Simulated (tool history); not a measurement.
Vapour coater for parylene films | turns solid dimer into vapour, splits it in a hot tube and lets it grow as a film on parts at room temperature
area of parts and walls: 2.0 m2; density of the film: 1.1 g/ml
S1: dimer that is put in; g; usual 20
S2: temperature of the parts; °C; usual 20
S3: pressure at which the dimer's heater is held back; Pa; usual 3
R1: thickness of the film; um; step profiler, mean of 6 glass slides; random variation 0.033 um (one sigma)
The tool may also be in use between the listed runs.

{"run": 1, "hour": 0.0, "S1": 20, "S2": 20, "S3": 3, "R1": 7.13}
{"run": 2, "hour": 27.9, "S1": 20, "S2": 20, "S3": 3, "R1": 7.15}
{"run": 3, "hour": 55.1, "S1": 20, "S2": 20, "S3": 3, "R1": 7.16}
{"run": 4, "hour": 84.0, "S1": 20, "S2": 20, "S3": 3, "R1": 7.18}
{"run": 5, "hour": 127.1, "S1": 20, "S2": 20, "S3": 3, "R1": 7.18}
{"run": 6, "hour": 148.5, "S1": 20, "S2": 20, "S3": 4.76, "R1": 6.38}
{"run": 7, "hour": 188.4, "S1": 15, "S2": 20, "S3": 3, "R1": 5.36}
{"run": 8, "hour": 215.1, "S1": 12, "S2": 20, "S3": 3, "R1": 4.26}
{"run": 9, "hour": 238.7, "S1": 12, "S2": 17, "S3": 3, "R1": 4.66}
{"run": 10, "hour": 275.9, "S1": 12, "S2": 17, "S3": 3, "R1": 4.65}
{"run": 11, "hour": 300.3, "S1": 20, "S2": 30, "S3": 3, "R1": 5.22}
{"run": 12, "hour": 342.8, "S1": 20, "S2": 30, "S3": 3, "R1": 5.17}
{"run": 13, "hour": 373.2, "S1": 22, "S2": 20, "S3": 3, "R1": 7.87}
{"run": 14, "hour": 411.6, "S1": 22, "S2": 20, "S3": 3, "R1": 7.81}
{"run": 15, "hour": 456.8, "S1": 9, "S2": 20, "S3": 11.15, "R1": 2.29}
{"run": 16, "hour": 481.2, "S1": 36, "S2": 20, "S3": 6.32, "R1": 10.62}
{"run": 17, "hour": 529.1, "S1": 36, "S2": 20, "S3": 6.32, "R1": 10.55}
{"run": 18, "hour": 560.5, "S1": 11, "S2": 26, "S3": 10.88, "R1": 2.36}
{"run": 19, "hour": 597.1, "S1": 14, "S2": 26, "S3": 2.01, "R1": 4.53}
{"hour": 604.0, "done": "trap's valve overhauled"}
{"run": 20, "hour": 631.6, "S1": 25, "S2": 13, "S3": 8.08, "R1": 8.49}
{"run": 21, "hour": 653.4, "S1": 8, "S2": 20, "S3": 3, "R1": 2.8}
{"run": 22, "hour": 678.5, "S1": 20, "S2": 20, "S3": 2.69, "R1": 7.25}
{"run": 23, "hour": 704.7, "S1": 31, "S2": 20, "S3": 9.05, "R1": 8.24}
{"run": 24, "hour": 737.8, "S1": 20, "S2": 18, "S3": 5.1, "R1": 6.48}
{"hour": 750.0, "done": "table's thermometer calibrated"}
{"run": 25, "hour": 762.2, "S1": 20, "S2": 18, "S3": 5.1, "R1": 6.39}
{"run": 26, "hour": 799.9, "S1": 20, "S2": 18, "S3": 5.1, "R1": 6.32}
{"hour": 825.5, "done": "trap's valve overhauled, once more"}
{"run": 27, "hour": 833.0, "S1": 27, "S2": 13, "S3": 2.99, "R1": 11.86}
{"run": 28, "hour": 865.1, "S1": 27, "S2": 13, "S3": 2.99, "R1": 11.87}

3 ways to go on from here, each from the tool as it stands after run 28. What would each give?
{"run": "A", "hour": 910.2, "S1": 27, "S2": 22, "S3": 4.36, "R1": "?"}
{"run": "B", "hour": 910.2, "S1": 8, "S2": 19, "S3": 4.03, "R1": "?"}
{"run": "C", "hour": 910.2, "S1": 9, "S2": 14, "S3": 3, "R1": "?"}

run=A R1=8.19
run=B R1=2.7
run=C R1=3.82
Without the tool's hidden state the same runs would have given:
run=A R1=8.16
run=B R1=2.69
run=C R1=3.8
